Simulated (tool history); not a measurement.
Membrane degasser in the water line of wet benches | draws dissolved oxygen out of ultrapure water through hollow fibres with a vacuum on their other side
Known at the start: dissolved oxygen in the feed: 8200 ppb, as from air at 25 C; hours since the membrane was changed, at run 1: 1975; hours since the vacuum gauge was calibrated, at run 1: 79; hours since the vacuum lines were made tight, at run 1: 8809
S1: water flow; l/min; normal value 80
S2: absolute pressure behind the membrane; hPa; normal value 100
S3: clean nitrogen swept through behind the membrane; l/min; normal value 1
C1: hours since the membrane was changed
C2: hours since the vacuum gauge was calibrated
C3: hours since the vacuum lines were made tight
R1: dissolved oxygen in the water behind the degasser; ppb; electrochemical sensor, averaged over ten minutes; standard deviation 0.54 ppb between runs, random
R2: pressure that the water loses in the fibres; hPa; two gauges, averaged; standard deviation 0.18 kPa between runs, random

run	hour	S1	S2	S3	C1	C2	C3	R1	R2
1	0	80	100	1	1975	79	8809	846.3	350.5
2	191.7	80	100	1	2167	271	9001	844.8	354.2
3	409.8	80	100	1	2385	489	9219	844.9	356.1
4	655.9	80	100	1	2631	735	9465	845.3	354.1
5	877.3	72	100	1	2852	957	9687	788.6	317.4
6	1168.6	72	100	1	3143	1248	9978	788.6	316
7	1340.4	80	183	1	3315	1420	10150	1716.5	356.8
8	1555.8	80	183	1	3531	1635	10365	1715.1	352.6
9	1808.3	116	100	1	3783	1888	10618	1056.8	511.9
10	2032.2	116	100	1	4007	2111	10842	1057.7	511.7
11	2207.7	116	100	1	4183	2287	11017	1057.1	512.8
12	2449.1	83	124	1.84	4424	2528	11259	754.6	371.1
13	2737.1	83	124	1.84	4712	2816	11547	754.5	366.5
14	2940.5	83	124	1.84	4915	3020	11750	753.5	366.9
15	3130.8	80	79	1.23	5106	3210	11940	521.5	352.7
16	3299.4	80	79	1.23	5274	3379	12109	521.3	354.3
17	3609.6	80	146	1.23	5584	3689	12419	1180	352.7
# hour 3677.9: seals of the vacuum lines changed
18	3823.6	80	157	0.5	5796	3901	146	2127.3	355.8
19	4111.3	80	157	1.39	6084	4189	433	1180.9	354.4
20	4273.6	80	117	1.51	6246	4351	596	787.2	350.5
21	4554.2	86	124	2.91	6527	4631	876	545.3	378.2
22	4773.3	127	124	0.77	6746	4851	1095	1664.9	564.7

4 ways to go on from here, each from the tool as it stands after run 22. What would each give?
A	5067.6	57	131	1.38	7040	5145	1390	?	?
B	5067.6	127	100	0.56	7040	5145	1390	?	?
C	5067.6	80	89	1	7040	5145	1390	?	?
D	5067.6	100	100	0.51	7040	5145	1390	?	?

run	R1	R2
A	755	251.6
B	1465.6	561.6
C	716.6	353.8
D	1376.6	443.5
Take away the tool's hidden state, keep each run's random variation, and the runs would have read:
run	R1	R2
A	755	251.4
B	1465.5	561.2
C	716.5	353.5
D	1376.5	443.2
